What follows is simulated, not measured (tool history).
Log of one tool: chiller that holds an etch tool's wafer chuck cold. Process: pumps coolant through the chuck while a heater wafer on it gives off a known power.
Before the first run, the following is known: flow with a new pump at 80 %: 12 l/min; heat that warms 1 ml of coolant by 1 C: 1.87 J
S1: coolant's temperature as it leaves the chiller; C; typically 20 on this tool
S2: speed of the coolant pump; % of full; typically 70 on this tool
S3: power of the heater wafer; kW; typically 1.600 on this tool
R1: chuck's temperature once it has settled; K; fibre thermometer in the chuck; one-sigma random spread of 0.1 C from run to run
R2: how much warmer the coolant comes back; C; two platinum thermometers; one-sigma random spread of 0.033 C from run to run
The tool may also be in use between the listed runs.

run   hour  S1  S2     S3      R1    R2
  1    0.0  20  70  1.600  307.05  4.95
  2   13.3  20  70  1.187  303.45  3.65
  3   26.7  20  70  1.187  303.55  3.63
  4   43.0  20  68  1.600  307.45  5.10
      57.4  -- chiller's thermometer calibrated
  5   72.7  20  68  1.600  307.05  5.03
  6  100.4  20  68  1.600  306.85  5.07
  7  131.9  23  68  1.600  309.85  5.07
  8  152.3  23  68  1.600  309.95  5.04
  9  174.3  23  68  1.600  309.85  5.07
 10  194.1  20  83  1.600  305.15  4.22
 11  210.8  20  70  1.600  306.85  4.95
 12  235.9  20  70  1.600  306.75  4.92
 13  257.3  20  70  1.600  306.85  4.90
 14  283.0  20  70  1.600  306.65  4.94
 15  303.5  14  70  1.600  300.75  4.97
 16  330.9  14  70  1.600  300.85  4.97
 17  346.3  14  70  1.600  300.75  4.92
 18  372.1  19  70  1.193  302.35  3.71
 19  391.7  20  80  1.385  304.05  3.71
 20  418.2  20  80  1.385  303.85  3.75
 21  446.9  21  79  0.863  300.95  2.38
 22  472.8  20  87  2.009  307.95  5.05
 23  486.6  25  70  1.058  307.15  3.28
 24  510.5  25  70  1.058  307.35  3.29
 25  528.2  23  70  1.216  306.65  3.81

Run 26, settings as shown, results not yet in. Your forecast:
 26  550.0  20  69  2.003   ?   ?

R1: 310.55 K
R2: 6.29 C
Were there no unlogged condition in the tool, this run, its random variation unchanged, would have produced R1 310.05 K, R2 6.21 C.

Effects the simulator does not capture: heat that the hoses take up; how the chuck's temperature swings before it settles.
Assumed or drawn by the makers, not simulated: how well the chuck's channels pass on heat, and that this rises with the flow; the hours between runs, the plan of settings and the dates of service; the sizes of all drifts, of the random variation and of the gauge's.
